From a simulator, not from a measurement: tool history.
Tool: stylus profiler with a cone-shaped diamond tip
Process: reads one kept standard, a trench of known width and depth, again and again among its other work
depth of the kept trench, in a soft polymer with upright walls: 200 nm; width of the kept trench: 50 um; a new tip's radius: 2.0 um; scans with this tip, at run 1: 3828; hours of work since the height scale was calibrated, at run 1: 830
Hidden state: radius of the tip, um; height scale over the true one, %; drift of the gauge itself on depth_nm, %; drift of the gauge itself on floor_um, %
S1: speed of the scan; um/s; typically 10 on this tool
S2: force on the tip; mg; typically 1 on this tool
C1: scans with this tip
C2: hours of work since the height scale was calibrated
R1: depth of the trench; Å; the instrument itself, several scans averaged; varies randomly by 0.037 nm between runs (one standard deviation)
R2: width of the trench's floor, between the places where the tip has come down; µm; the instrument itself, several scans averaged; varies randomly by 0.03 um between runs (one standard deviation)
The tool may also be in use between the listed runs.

run,hour,S1,S2,C1,C2,R1,R2
1,0,10,1,3828,830,2017,47.76
2,23.3,18,1,3903,846,2017.6,47.73
# hour 54.2: height scale calibrated on a step standard
3,54.2,18,1,4001,0,2012.9,47.7
4,80.9,10,1,4087,19,2012.4,47.72
5,99.3,10,1,4146,31,2013,47.75
6,112.1,10,1,4187,40,2013.1,47.69
7,134.1,10,1,4258,56,2013.2,47.79
8,152.7,10,1,4318,69,2013.1,47.7
9,182.6,10,1,4414,90,2013,47.7
10,197.8,10,1,4463,100,2012.9,47.75
11,219.3,9,1,4532,115,2012.9,47.69
12,248.3,9,1,4626,136,2012.9,47.66
13,279.6,9,1,4726,157,2013.7,47.76
14,295.1,10,1,4776,168,2012.6,47.72
15,315.7,12,1,4843,183,2013.5,47.67
16,339.3,12,1,4919,199,2013.1,47.66
17,365.9,12,1,5004,218,2013.3,47.7
18,387.6,29,1,5074,233,2014.1,47.55
19,413.3,29,1,5157,251,2013.7,47.51
20,429.1,10,1,5208,262,2013.9,47.64
21,460.9,10,1,5310,284,2013.9,47.68
22,476.3,10,1,5360,295,2013.7,47.66
23,506.4,10,1,5457,316,2014.1,47.64
24,528,4,1.13,5526,331,2015.1,47.73
25,548.9,12,0.39,5594,345,2008.4,47.58
26,567.3,9,0.76,5653,358,2011.5,47.62
27,583.7,9,1.94,5706,370,2020.9,47.69
28,608.3,9,1.94,5785,387,2021.9,47.66
29,635.4,9,1.94,5872,406,2021.4,47.6
30,656.4,9,1.94,5940,421,2022,47.71
31,682,6,0.59,6022,438,2011.4,47.62
32,713.5,4,2.05,6124,460,2023.2,47.7
33,738.3,14,0.44,6204,478,2009.3,47.5
34,751.7,16,0.84,6247,487,2014,47.46
35,778.6,21,0.41,6333,506,2008.8,47.35
36,805.9,2,2.23,6421,525,2024.6,47.71
37,828,2,1.08,6493,540,2016.2,47.64
38,856.4,7,1.21,6584,560,2016.5,47.61
39,888.1,7,1.21,6686,582,2016.6,47.66
40,916.2,7,1.21,6776,602,2017.5,47.6
41,936.9,2,0.75,6843,616,2013.5,47.67
42,952.1,10,0.73,6892,627,2013.3,47.5
43,965.8,29,0.62,6936,637,2012.1,47.27
44,982.6,17,0.62,6990,648,2011.6,47.44
45,1009.6,10,1.93,7077,667,2023.3,47.56
46,1041,18,0.36,7179,689,2009.8,47.28

Difference, measured minus no-hidden-state, one row per run. Run-to-run variation is common to both terms; the gauge's own scatter need not be:
run,R1,R2
1,+4.2,-0.38
2,+4.3,-0.38
3,-0.7,-0.39
4,-0.5,-0.4
5,-0.5,-0.4
6,-0.5,-0.41
7,-0.3,-0.41
8,-0.3,-0.42
9,-0.2,-0.42
10,-0.1,-0.43
11,-0.1,-0.43
12,+0,-0.44
13,+0.2,-0.45
14,+0.2,-0.45
15,+0.3,-0.46
16,+0.4,-0.46
17,+0.5,-0.47
18,+0.6,-0.47
19,+0.7,-0.48
20,+0.7,-0.49
21,+0.8,-0.49
22,+0.9,-0.5
23,+1,-0.51
24,+1.1,-0.51
25,+1.2,-0.52
26,+1.3,-0.52
27,+1.3,-0.53
28,+1.4,-0.53
29,+1.5,-0.53
30,+1.6,-0.54
31,+1.7,-0.55
32,+1.8,-0.56
33,+1.9,-0.56
34,+2,-0.56
35,+2.1,-0.57
36,+2.1,-0.57
37,+2.3,-0.59
38,+2.3,-0.59
39,+2.4,-0.6
40,+2.5,-0.61
41,+2.7,-0.61
42,+2.7,-0.61
43,+2.7,-0.62
44,+2.8,-0.62
45,+2.9,-0.62
46,+3,-0.63

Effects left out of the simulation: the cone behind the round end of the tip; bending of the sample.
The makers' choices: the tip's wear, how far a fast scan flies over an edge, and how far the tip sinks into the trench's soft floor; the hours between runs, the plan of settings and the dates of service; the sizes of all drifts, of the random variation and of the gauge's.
